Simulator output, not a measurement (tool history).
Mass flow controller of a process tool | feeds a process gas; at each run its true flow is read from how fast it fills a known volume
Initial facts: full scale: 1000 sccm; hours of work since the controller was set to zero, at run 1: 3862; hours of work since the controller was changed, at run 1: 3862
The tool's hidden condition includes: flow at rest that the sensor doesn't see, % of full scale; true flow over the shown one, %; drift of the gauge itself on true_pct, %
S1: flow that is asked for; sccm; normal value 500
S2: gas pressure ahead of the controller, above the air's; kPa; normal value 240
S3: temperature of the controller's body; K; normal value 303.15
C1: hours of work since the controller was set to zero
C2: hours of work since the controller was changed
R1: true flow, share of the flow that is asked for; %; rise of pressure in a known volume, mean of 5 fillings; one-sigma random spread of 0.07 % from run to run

{"run": 1, "hour": 0.0, "S1": 500, "S2": 240, "S3": 303.15, "C1": 3862, "C2": 3862, "R1": 98.84}
{"run": 2, "hour": 165.3, "S1": 500, "S2": 240, "S3": 303.15, "C1": 3916, "C2": 3916, "R1": 98.95}
{"run": 3, "hour": 312.5, "S1": 500, "S2": 240, "S3": 303.15, "C1": 3964, "C2": 3964, "R1": 98.97}
{"run": 4, "hour": 458.0, "S1": 500, "S2": 240, "S3": 303.15, "C1": 4012, "C2": 4012, "R1": 98.85}
{"run": 5, "hour": 580.5, "S1": 500, "S2": 240, "S3": 303.15, "C1": 4052, "C2": 4052, "R1": 98.97}
{"run": 6, "hour": 727.0, "S1": 500, "S2": 240, "S3": 303.15, "C1": 4100, "C2": 4100, "R1": 98.95}
{"run": 7, "hour": 906.7, "S1": 500, "S2": 240, "S3": 303.15, "C1": 4158, "C2": 4158, "R1": 98.7}
{"run": 8, "hour": 1003.1, "S1": 500, "S2": 240, "S3": 303.15, "C1": 4190, "C2": 4190, "R1": 98.88}
{"run": 9, "hour": 1153.1, "S1": 500, "S2": 240, "S3": 303.15, "C1": 4239, "C2": 4239, "R1": 99.0}
{"run": 10, "hour": 1330.8, "S1": 500, "S2": 240, "S3": 303.15, "C1": 4297, "C2": 4297, "R1": 98.87}
{"run": 11, "hour": 1421.6, "S1": 500, "S2": 240, "S3": 303.15, "C1": 4327, "C2": 4327, "R1": 98.98}
{"run": 12, "hour": 1562.2, "S1": 500, "S2": 240, "S3": 303.15, "C1": 4373, "C2": 4373, "R1": 98.91}
{"run": 13, "hour": 1674.4, "S1": 500, "S2": 240, "S3": 303.15, "C1": 4410, "C2": 4410, "R1": 98.86}
{"run": 14, "hour": 1765.9, "S1": 500, "S2": 240, "S3": 303.15, "C1": 4439, "C2": 4439, "R1": 98.99}
{"run": 15, "hour": 1928.8, "S1": 500, "S2": 240, "S3": 303.15, "C1": 4493, "C2": 4493, "R1": 98.87}
{"run": 16, "hour": 2040.1, "S1": 500, "S2": 240, "S3": 303.15, "C1": 4529, "C2": 4529, "R1": 98.86}

Estimate the outcome of run 17 from the log above:
{"run": 17, "hour": 2251.5, "S1": 500, "S2": 228, "S3": 303.15, "C1": 4598, "C2": 4598, "R1": "?"}

R1: 98.92 %
With the hidden condition absent and the run-to-run variation left alone, this run would have shown R1 98.93 %.
